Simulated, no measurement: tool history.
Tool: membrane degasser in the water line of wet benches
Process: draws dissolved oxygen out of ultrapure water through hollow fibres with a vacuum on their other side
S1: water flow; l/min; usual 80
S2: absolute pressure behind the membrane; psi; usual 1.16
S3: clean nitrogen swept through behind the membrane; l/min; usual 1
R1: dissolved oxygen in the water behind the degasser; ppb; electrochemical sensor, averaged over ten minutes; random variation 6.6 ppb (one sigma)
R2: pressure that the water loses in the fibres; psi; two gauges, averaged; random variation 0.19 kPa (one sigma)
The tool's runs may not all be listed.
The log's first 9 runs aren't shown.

run    hour   S1     S2    S3      R1     R2
 10  1738.9   80  1.423     1  1025.9  6.358
 11    1890   80   1.16     1   827.3  6.315
 12  2064.2   80   1.16     1     827  6.341
 13  2208.5   65   1.16     1   695.9  5.152
 14  2451.6   72   1.16     1   761.7  5.726
 15  2591.3   72   1.16     1   765.5  5.697
 16  2805.7   57  2.722     1  1516.9  4.538
 17  2929.4   57  2.722     1  1520.9  4.579
     3056.2  -- seals of the vacuum lines changed
 18  3129.5   95  2.367  0.41  2809.4  7.723
 19  3352.1   68  1.252     1     801  5.526
 20  3573.2  123   1.16   2.7   877.2  9.967
     3595.2  -- vacuum gauge calibrated
 21  3824.4  123   1.16   2.7   882.8  9.987
 22  3969.7   65  0.979  0.79   628.3  5.311
 23  4173.8   73  1.556     1  1058.9  5.994

Run 24 comes next. What will it give?
 24  4283.6  73  1.556  1.31   ?   ?

Run 24 gave R1 934.9 ppb, R2 5.997 psi.
Without the tool's hidden state the same run would have given R1 871.1 ppb, R2 5.414 psi.

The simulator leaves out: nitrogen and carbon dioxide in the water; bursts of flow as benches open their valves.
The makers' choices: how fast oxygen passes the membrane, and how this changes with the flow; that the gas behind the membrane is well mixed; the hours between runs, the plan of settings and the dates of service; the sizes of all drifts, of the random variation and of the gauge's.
